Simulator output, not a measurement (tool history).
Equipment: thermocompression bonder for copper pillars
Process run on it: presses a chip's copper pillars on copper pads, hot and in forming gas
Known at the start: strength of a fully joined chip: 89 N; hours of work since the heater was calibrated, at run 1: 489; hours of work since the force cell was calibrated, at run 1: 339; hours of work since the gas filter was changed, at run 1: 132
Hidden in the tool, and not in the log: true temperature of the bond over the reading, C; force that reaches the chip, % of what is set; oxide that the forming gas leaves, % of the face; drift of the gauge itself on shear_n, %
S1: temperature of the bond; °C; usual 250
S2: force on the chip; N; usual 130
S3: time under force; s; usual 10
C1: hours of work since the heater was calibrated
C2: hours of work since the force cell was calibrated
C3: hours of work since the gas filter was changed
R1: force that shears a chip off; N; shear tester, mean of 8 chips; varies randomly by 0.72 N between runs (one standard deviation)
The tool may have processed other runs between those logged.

run,hour,S1,S2,S3,C1,C2,C3,R1
1,0,250,130,10,489,339,132,48.2
2,11.4,250,130,10,498,347,141,48.1
3,18.3,250,130,10,503,353,146,48.1
4,26.8,250,130,10,510,360,153,48.9
5,37.1,250,130,10,518,368,161,48.1
6,46,250,130,10,525,375,168,48.5
7,51.2,278,130,10,529,379,172,66.6
8,56.2,278,130,10,533,383,176,66.7
9,64.5,250,179,10,539,389,182,55.5
10,75.8,250,179,10,548,398,191,56.6
11,87.1,250,179,10,557,407,200,57
12,96.2,250,179,10,564,414,207,56.7
13,108,221,130,10,574,423,216,28.3
14,117.5,221,130,10,581,431,224,29.4
15,128.8,250,130,10,590,439,233,46.9
# hour 131.4: heater calibrated with a thermocouple chip
16,141.5,250,130,10,8,448,241,44.7
17,151.7,260,130,10,16,456,249,52.9
# hour 154.7: heater calibrated with a thermocouple chip, once more
18,162.7,250,174,10,6,463,256,58.5
19,168.3,250,174,10,11,467,261,58.7
20,173.4,250,130,10,15,471,265,50
21,182.7,261,124,13,22,479,272,60.5
22,188.5,268,130,18,26,483,276,70.9
23,198.8,268,130,18,35,491,285,71.7
24,204.1,275,130,22,39,495,289,76
25,215.3,257,157,22,48,504,297,71.5
26,222.7,250,92,10,53,510,303,41.3
27,228.9,223,148,16,58,515,308,42.4
28,235.4,250,169,20,63,520,313,68.4
29,240.9,250,169,20,68,524,317,67.3
30,251.9,221,130,11,76,533,326,32.6
31,262.8,221,129,8,85,541,335,28.8
32,272.8,221,129,8,93,549,342,27.5
33,279.5,221,129,8,98,554,348,27
34,287.8,269,130,12,104,561,354,64.4
35,295.7,258,82,24,110,567,360,55
36,302,258,82,24,115,572,365,55.3
37,310.8,250,125,10,122,579,372,48.2
38,320,226,130,12,129,586,379,35.5
39,329.2,226,130,12,137,593,387,35.8

Alternative continuations, all from the tool just after run 39; predict every row:
A,338.8,244,83,6,144,601,394,?
B,338.8,275,130,11,144,601,394,?
C,338.8,250,186,10,144,601,394,?

run,R1
A,26.5
B,66.8
C,57.9
Take away the tool's hidden state, keep each run's random variation, and the runs would have read:
run,R1
A,28.8
B,70.6
C,61.6
